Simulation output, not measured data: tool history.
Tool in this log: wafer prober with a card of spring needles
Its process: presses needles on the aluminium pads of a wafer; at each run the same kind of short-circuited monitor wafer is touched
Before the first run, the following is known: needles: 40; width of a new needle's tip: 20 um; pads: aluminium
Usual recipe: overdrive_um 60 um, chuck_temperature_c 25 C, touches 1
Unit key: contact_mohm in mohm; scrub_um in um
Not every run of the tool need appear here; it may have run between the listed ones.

Run 1, hour 0.0: usual settings. Result: contact_mohm 101 mohm, scrub_um 9.05 um.
At hour 5.4: tips cleaned on abrasive film.
At hour 18.4: tips cleaned on abrasive film.
Run 2, hour 21.7: usual settings. Result: contact_mohm 104 mohm, scrub_um 9.03 um.
At hour 31.6: tips cleaned on abrasive film.
Run 3, hour 42.7: usual settings. Result: contact_mohm 101 mohm, scrub_um 9.05 um.
At hour 45.2: tips cleaned on abrasive film.
At hour 57.6: tips cleaned on abrasive film.
Run 4, hour 57.6: usual settings. Result: contact_mohm 104 mohm, scrub_um 9.06 um.
At hour 70.0: tips cleaned on abrasive film.
At hour 82.7: tips cleaned on abrasive film.
Run 5, hour 82.7: usual settings but overdrive_um 70 um. Result: contact_mohm 101 mohm, scrub_um 10.55 um.
At hour 97.0: tips cleaned on abrasive film.
Run 6, hour 98.1: usual settings but overdrive_um 70 um. Result: contact_mohm 101 mohm, scrub_um 10.57 um.
At hour 110.8: tips cleaned on abrasive film.
Run 7, hour 119.3: usual settings but overdrive_um 70 um. Result: contact_mohm 100 mohm, scrub_um 10.61 um.
At hour 124.0: tips cleaned on abrasive film.
At hour 137.5: tips cleaned on abrasive film.
Run 8, hour 149.2: usual settings. Result: contact_mohm 103 mohm, scrub_um 9.09 um.
At hour 151.9: tips cleaned on abrasive film.
At hour 164.1: tips cleaned on abrasive film.
Run 9, hour 172.9: usual settings but touches 2. Result: contact_mohm 103 mohm, scrub_um 9.10 um.
At hour 176.4: tips cleaned on abrasive film.
At hour 188.4: tips cleaned on abrasive film.
Run 10, hour 195.9: usual settings but touches 2. Result: contact_mohm 101 mohm, scrub_um 9.09 um.
At hour 201.3: tips cleaned on abrasive film.
Run 11, hour 212.7: usual settings but touches 2. Result: contact_mohm 101 mohm, scrub_um 9.10 um.
At hour 214.3: tips cleaned on abrasive film.
At hour 227.1: tips cleaned on abrasive film.
At hour 229.2: height of the first contact set anew.
Run 12, hour 239.1: usual settings but touches 2. Result: contact_mohm 103 mohm, scrub_um 9.09 um.
At hour 240.8: tips cleaned on abrasive film.
At hour 253.1: tips cleaned on abrasive film.
Run 13, hour 259.6: usual settings but chuck_temperature_c 28 C. Result: contact_mohm 101 mohm, scrub_um 9.13 um.
At hour 265.2: tips cleaned on abrasive film.
At hour 279.0: tips cleaned on abrasive film.
Run 14, hour 281.0: usual settings but chuck_temperature_c 74 C. Result: contact_mohm 109 mohm, scrub_um 9.11 um.
At hour 291.5: tips cleaned on abrasive film.
Run 15, hour 297.2: usual settings but chuck_temperature_c 74 C. Result: contact_mohm 108 mohm, scrub_um 9.13 um.
At hour 303.8: tips cleaned on abrasive film.
Run 16, hour 312.6: usual settings but overdrive_um 53 um, chuck_temperature_c 52 C. Result: contact_mohm 106 mohm, scrub_um 8.05 um.
At hour 318.2: tips cleaned on abrasive film.
Run 17, hour 327.3: usual settings but overdrive_um 62 um, chuck_temperature_c 31 C, touches 2. Result: contact_mohm 103 mohm, scrub_um 9.43 um.
At hour 330.5: tips cleaned on abrasive film.
At hour 344.4: tips cleaned on abrasive film.
Run 18, hour 347.0: usual settings but overdrive_um 62 um, chuck_temperature_c 31 C, touches 2. Result: contact_mohm 98 mohm, scrub_um 9.44 um.
At hour 357.1: tips cleaned on abrasive film.
Run 19, hour 368.4: usual settings but overdrive_um 61 um, chuck_temperature_c 119 C. Result: contact_mohm 114 mohm, scrub_um 9.29 um.
At hour 371.0: tips cleaned on abrasive film.
At hour 384.0: tips cleaned on abrasive film.
Run 20, hour 395.5: usual settings but overdrive_um 49 um, chuck_temperature_c 119 C, touches 2. Result: contact_mohm 117 mohm, scrub_um 7.47 um.
At hour 396.9: tips cleaned on abrasive film.
At hour 410.4: tips cleaned on abrasive film.
Run 21, hour 416.3: usual settings but overdrive_um 49 um, chuck_temperature_c 119 C, touches 2. Result: contact_mohm 118 mohm, scrub_um 7.47 um.

Run 22, settings as shown, results not yet in. Your forecast:
At hour 423.3: tips cleaned on abrasive film.
Run 22, hour 431.7: usual settings but overdrive_um 48 um, chuck_temperature_c 119 C. Result: contact_mohm ?, scrub_um ?.

{"run 22": {"contact_mohm": 118, "scrub_um": 7.32}}
Had the tool carried no hidden state, the very same run would have given contact_mohm 117 mohm, scrub_um 7.22 um.
